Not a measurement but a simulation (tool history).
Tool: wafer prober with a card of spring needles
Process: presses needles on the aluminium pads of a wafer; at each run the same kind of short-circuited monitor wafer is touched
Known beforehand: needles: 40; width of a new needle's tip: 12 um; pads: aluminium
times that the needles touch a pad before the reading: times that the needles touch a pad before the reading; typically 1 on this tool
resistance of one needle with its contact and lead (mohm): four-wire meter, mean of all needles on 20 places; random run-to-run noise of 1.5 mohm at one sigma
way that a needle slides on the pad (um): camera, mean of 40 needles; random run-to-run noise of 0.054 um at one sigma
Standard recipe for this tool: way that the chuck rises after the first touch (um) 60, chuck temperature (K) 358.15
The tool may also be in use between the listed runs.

| run | hour | way that the chuck rises after the first touch (um) | chuck temperature (K) | times that the needles touch a pad before the reading | resistance of one needle with its contact and lead (mohm) | way that a needle slides on the pad (um) |
|---|---|---|---|---|---|---|
| 1 | 0.0 | 60 | 358.15 | 1 | 142 | 10.46 |
| 2 | 37.6 | 60 | 358.15 | 1 | 144 | 10.33 |
| 3 | 68.5 | 60 | 358.15 | 2 | 150 | 10.48 |
| 4 | 86.0 | 60 | 358.15 | 2 | 148 | 10.28 |
| 5 | 119.3 | 60 | 358.15 | 2 | 147 | 10.35 |
| 6 | 157.1 | 71 | 358.15 | 2 | 145 | 12.24 |
| 7 | 179.8 | 71 | 358.15 | 2 | 148 | 12.22 |
| 8 | 214.0 | 60 | 358.15 | 2 | 148 | 10.22 |
| 9 | 246.0 | 60 | 358.15 | 1 | 152 | 10.18 |
| 10 | 278.5 | 60 | 358.15 | 1 | 145 | 10.11 |
| 11 | 312.8 | 60 | 388.15 | 1 | 163 | 10.04 |
| 12 | 352.3 | 60 | 358.15 | 1 | 145 | 10.09 |
| 13 | 391.2 | 60 | 358.15 | 1 | 151 | 9.98 |
| 14 | 408.7 | 60 | 358.15 | 1 | 148 | 10.05 |
| 15 | 445.4 | 60 | 358.15 | 1 | 147 | 10.69 |
| 16 | 479.7 | 76 | 307.15 | 2 | 143 | 13.49 |
| 17 | 503.6 | 41 | 307.15 | 2 | 143 | 7.17 |
| 18 | 522.9 | 44 | 334.15 | 3 | 144 | 7.74 |
| 19 | 544.1 | 44 | 334.15 | 3 | 145 | 7.65 |
| 20 | 562.2 | 43 | 316.15 | 2 | 145 | 7.53 |
| 21 | 600.3 | 43 | 316.15 | 2 | 149 | 7.55 |
| 22 | 621.8 | 43 | 316.15 | 2 | 153 | 7.51 |
| 23 | 641.0 | 72 | 371.15 | 2 | 147 | 12.59 |
| 24 | 665.5 | 54 | 371.15 | 2 | 157 | 9.44 |
| 25 | 686.8 | 75 | 366.15 | 3 | 142 | 13.14 |
| 26 | 722.8 | 53 | 358.15 | 1 | 165 | 9.26 |
| 27 | 758.2 | 53 | 358.15 | 1 | 164 | 9.20 |
| 28 | 792.7 | 64 | 385.15 | 2 | 155 | 11.06 |
| 29 | 824.3 | 64 | 385.15 | 2 | 153 | 11.18 |

Not shown: 46 entries that the log had between the listed runs. Between which runs, and how does the tool's hidden state differ before and after?
Logged between run 1 and run 2: tips cleaned on abrasive film (hour 17.5); tips cleaned on abrasive film (hour 37.3)
  debris on the tips, nm: 6.9 -> 7.2; way that the needles fall short of the set height, um: 1.14 -> 1.28; tips' diameter, um: 13.03 -> 13.08
  measured result minus the result with no hidden state, resistance of one needle with its contact and lead (mohm): +2 -> +2; way that a needle slides on the pad (um): -0.20 -> -0.22
Logged between run 2 and run 3: tips cleaned on abrasive film (hour 57.5)
  debris on the tips, nm: 7.2 -> 78.3; way that the needles fall short of the set height, um: 1.28 -> 1.38; tips' diameter, um: 13.08 -> 13.11
  measured result minus the result with no hidden state, resistance of one needle with its contact and lead (mohm): +2 -> +8; way that a needle slides on the pad (um): -0.22 -> -0.24
Logged between run 3 and run 4: tips cleaned on abrasive film (hour 77.1)
  debris on the tips, nm: 78.3 -> 72.9; way that the needles fall short of the set height, um: 1.38 -> 1.44; tips' diameter, um: 13.11 -> 13.13
  measured result minus the result with no hidden state, resistance of one needle with its contact and lead (mohm): +8 -> +8; way that a needle slides on the pad (um): -0.24 -> -0.25
Logged between run 4 and run 5: tips cleaned on abrasive film (hour 96.5); tips cleaned on abrasive film (hour 114.5)
  debris on the tips, nm: 72.9 -> 47.6; way that the needles fall short of the set height, um: 1.44 -> 1.63; tips' diameter, um: 13.13 -> 13.2
  measured result minus the result with no hidden state, resistance of one needle with its contact and lead (mohm): +8 -> +6; way that a needle slides on the pad (um): -0.25 -> -0.29
Logged between run 5 and run 6: tips cleaned on abrasive film (hour 133.5); tips cleaned on abrasive film (hour 151.3)
  debris on the tips, nm: 47.6 -> 52.3; way that the needles fall short of the set height, um: 1.63 -> 1.82; tips' diameter, um: 13.2 -> 13.27
  measured result minus the result with no hidden state, resistance of one needle with its contact and lead (mohm): +6 -> +4; way that a needle slides on the pad (um): -0.29 -> -0.33
Logged between run 6 and run 7: tips cleaned on abrasive film (hour 169.6)
  debris on the tips, nm: 52.3 -> 69.7; way that the needles fall short of the set height, um: 1.82 -> 1.89; tips' diameter, um: 13.27 -> 13.29
  measured result minus the result with no hidden state, resistance of one needle with its contact and lead (mohm): +4 -> +5; way that a needle slides on the pad (um): -0.33 -> -0.33
Logged between run 7 and run 8: tips cleaned on abrasive film (hour 187.0); height of the first contact set anew (hour 187.3); tips cleaned on abrasive film (hour 205.6)
  debris on the tips, nm: 69.7 -> 63.5; way that the needles fall short of the set height, um: 1.89 -> 2.64; tips' diameter, um: 13.29 -> 13.33
  measured result minus the result with no hidden state, resistance of one needle with its contact and lead (mohm): +5 -> +7; way that a needle slides on the pad (um): -0.33 -> -0.47
Logged between run 8 and run 9: tips cleaned on abrasive film (hour 223.5); tips cleaned on abrasive film (hour 242.0)
  debris on the tips, nm: 63.5 -> 40.5; way that the needles fall short of the set height, um: 2.64 -> 2.8; tips' diameter, um: 13.33 -> 13.39
  measured result minus the result with no hidden state, resistance of one needle with its contact and lead (mohm): +7 -> +8; way that a needle slides on the pad (um): -0.47 -> -0.50
Logged between run 9 and run 10: tips cleaned on abrasive film (hour 260.9); tips cleaned on abrasive film (hour 278.5)
  debris on the tips, nm: 40.5 -> 5.3; way that the needles fall short of the set height, um: 2.8 -> 2.95; tips' diameter, um: 13.39 -> 13.44
  measured result minus the result with no hidden state, resistance of one needle with its contact and lead (mohm): +8 -> +2; way that a needle slides on the pad (um): -0.50 -> -0.53
Logged between run 10 and run 11: tips cleaned on abrasive film (hour 296.5)
  debris on the tips, nm: 5.3 -> 97; way that the needles fall short of the set height, um: 2.95 -> 3.06; tips' diameter, um: 13.44 -> 13.48
  measured result minus the result with no hidden state, resistance of one needle with its contact and lead (mohm): +2 -> +17; way that a needle slides on the pad (um): -0.53 -> -0.54
Logged between run 11 and run 12: tips cleaned on abrasive film (hour 315.6); tips cleaned on abrasive film (hour 334.6); tips cleaned on abrasive film (hour 352.1)
  debris on the tips, nm: 97 -> 5.9; way that the needles fall short of the set height, um: 3.06 -> 3.31; tips' diameter, um: 13.48 -> 13.57
  measured result minus the result with no hidden state, resistance of one needle with its contact and lead (mohm): +17 -> +3; way that a needle slides on the pad (um): -0.54 -> -0.59
Logged between run 12 and run 13: tips cleaned on abrasive film (hour 369.9); tips cleaned on abrasive film (hour 387.4)
  debris on the tips, nm: 5.9 -> 32.5; way that the needles fall short of the set height, um: 3.31 -> 3.48; tips' diameter, um: 13.57 -> 13.63
  measured result minus the result with no hidden state, resistance of one needle with its contact and lead (mohm): +3 -> +7; way that a needle slides on the pad (um): -0.59 -> -0.61
Logged between run 13 and run 14: tips cleaned on abrasive film (hour 405.0)
  debris on the tips, nm: 32.5 -> 32.7; way that the needles fall short of the set height, um: 3.48 -> 3.57; tips' diameter, um: 13.63 -> 13.66
  measured result minus the result with no hidden state, resistance of one needle with its contact and lead (mohm): +7 -> +7; way that a needle slides on the pad (um): -0.61 -> -0.63
Logged between run 14 and run 15: tips cleaned on abrasive film (hour 422.9); height of the first contact set anew, once more (hour 431.6); tips cleaned on abrasive film (hour 443.1)
  debris on the tips, nm: 32.7 -> 27.1; way that the needles fall short of the set height, um: 3.57 -> 0.08; tips' diameter, um: 13.66 -> 13.72
  measured result minus the result with no hidden state, resistance of one needle with its contact and lead (mohm): +7 -> +5; way that a needle slides on the pad (um): -0.63 -> -0.01
Logged between run 15 and run 16: tips cleaned on abrasive film (hour 463.4)
  debris on the tips, nm: 27.1 -> 97.7; way that the needles fall short of the set height, um: 0.08 -> 0.14; tips' diameter, um: 13.72 -> 13.74
  measured result minus the result with no hidden state, resistance of one needle with its contact and lead (mohm): +5 -> +8; way that a needle slides on the pad (um): -0.01 -> -0.02
Logged between run 16 and run 17: tips cleaned on abrasive film (hour 483.4); tips cleaned on abrasive film (hour 502.1)
  debris on the tips, nm: 97.7 -> 23.2; way that the needles fall short of the set height, um: 0.14 -> 0.29; tips' diameter, um: 13.74 -> 13.79
  measured result minus the result with no hidden state, resistance of one needle with its contact and lead (mohm): +8 -> +6; way that a needle slides on the pad (um): -0.02 -> -0.05
Logged between run 17 and run 18: tips cleaned on abrasive film (hour 521.0)
  debris on the tips, nm: 23.2 -> 23.4; way that the needles fall short of the set height, um: 0.29 -> 0.39; tips' diameter, um: 13.79 -> 13.83
  measured result minus the result with no hidden state, resistance of one needle with its contact and lead (mohm): +6 -> +3; way that a needle slides on the pad (um): -0.05 -> -0.07
Logged between run 18 and run 19: tips cleaned on abrasive film (hour 541.4)
  debris on the tips, nm: 23.4 -> 28.8; way that the needles fall short of the set height, um: 0.39 -> 0.48; tips' diameter, um: 13.83 -> 13.86
  measured result minus the result with no hidden state, resistance of one needle with its contact and lead (mohm): +3 -> +4; way that a needle slides on the pad (um): -0.07 -> -0.09
Logged between run 19 and run 20: tips cleaned on abrasive film (hour 558.9)
  debris on the tips, nm: 28.8 -> 36.8; way that the needles fall short of the set height, um: 0.48 -> 0.57; tips' diameter, um: 13.86 -> 13.89
  measured result minus the result with no hidden state, resistance of one needle with its contact and lead (mohm): +4 -> +8; way that a needle slides on the pad (um): -0.09 -> -0.10
Logged between run 20 and run 21: tips cleaned on abrasive film (hour 576.9); tips cleaned on abrasive film (hour 595.0)
  debris on the tips, nm: 36.8 -> 43.6; way that the needles fall short of the set height, um: 0.57 -> 0.69; tips' diameter, um: 13.89 -> 13.93
  measured result minus the result with no hidden state, resistance of one needle with its contact and lead (mohm): +8 -> +9; way that a needle slides on the pad (um): -0.10 -> -0.12
Logged between run 21 and run 22: tips cleaned on abrasive film (hour 613.8)
  debris on the tips, nm: 43.6 -> 64.2; way that the needles fall short of the set height, um: 0.69 -> 0.77; tips' diameter, um: 13.93 -> 13.96
  measured result minus the result with no hidden state, resistance of one needle with its contact and lead (mohm): +9 -> +14; way that a needle slides on the pad (um): -0.12 -> -0.14
Logged between run 22 and run 23: tips cleaned on abrasive film (hour 631.4)
  debris on the tips, nm: 64.2 -> 70.8; way that the needles fall short of the set height, um: 0.77 -> 0.83; tips' diameter, um: 13.96 -> 13.98
  measured result minus the result with no hidden state, resistance of one needle with its contact and lead (mohm): +14 -> +5; way that a needle slides on the pad (um): -0.14 -> -0.15
Logged between run 23 and run 24: tips cleaned on abrasive film (hour 651.7)
  debris on the tips, nm: 70.8 -> 92.1; way that the needles fall short of the set height, um: 0.83 -> 0.91; tips' diameter, um: 13.98 -> 14.01
  measured result minus the result with no hidden state, resistance of one needle with its contact and lead (mohm): +5 -> +12; way that a needle slides on the pad (um): -0.15 -> -0.16
Logged between run 24 and run 25: tips cleaned on abrasive film (hour 669.5); tips cleaned on abrasive film (hour 686.8)
  debris on the tips, nm: 92.1 -> 9.7; way that the needles fall short of the set height, um: 0.91 -> 1.09; tips' diameter, um: 14.01 -> 14.08
  measured result minus the result with no hidden state, resistance of one needle with its contact and lead (mohm): +12 -> +0; way that a needle slides on the pad (um): -0.16 -> -0.19
Logged between run 25 and run 26: tips cleaned on abrasive film (hour 705.8)
  debris on the tips, nm: 9.7 -> 102.2; way that the needles fall short of the set height, um: 1.09 -> 1.16; tips' diameter, um: 14.08 -> 14.1
  measured result minus the result with no hidden state, resistance of one needle with its contact and lead (mohm): +0 -> +22; way that a needle slides on the pad (um): -0.19 -> -0.21
Logged between run 26 and run 27: tips cleaned on abrasive film (hour 726.2); tips cleaned on abrasive film (hour 743.8)
  debris on the tips, nm: 102.2 -> 92.8; way that the needles fall short of the set height, um: 1.16 -> 1.33; tips' diameter, um: 14.1 -> 14.16
  measured result minus the result with no hidden state, resistance of one needle with its contact and lead (mohm): +22 -> +21; way that a needle slides on the pad (um): -0.21 -> -0.23
Logged between run 27 and run 28: tips cleaned on abrasive film (hour 761.6); tips cleaned on abrasive film (hour 779.4)
  debris on the tips, nm: 92.8 -> 89.4; way that the needles fall short of the set height, um: 1.33 -> 1.51; tips' diameter, um: 14.16 -> 14.22
  measured result minus the result with no hidden state, resistance of one needle with its contact and lead (mohm): +21 -> +9; way that a needle slides on the pad (um): -0.23 -> -0.27
Logged between run 28 and run 29: tips cleaned on abrasive film (hour 797.5); tips cleaned on abrasive film (hour 817.6)
  debris on the tips, nm: 89.4 -> 57.1; way that the needles fall short of the set height, um: 1.51 -> 1.65; tips' diameter, um: 14.22 -> 14.27
  measured result minus the result with no hidden state, resistance of one needle with its contact and lead (mohm): +9 -> +6; way that a needle slides on the pad (um): -0.27 -> -0.29

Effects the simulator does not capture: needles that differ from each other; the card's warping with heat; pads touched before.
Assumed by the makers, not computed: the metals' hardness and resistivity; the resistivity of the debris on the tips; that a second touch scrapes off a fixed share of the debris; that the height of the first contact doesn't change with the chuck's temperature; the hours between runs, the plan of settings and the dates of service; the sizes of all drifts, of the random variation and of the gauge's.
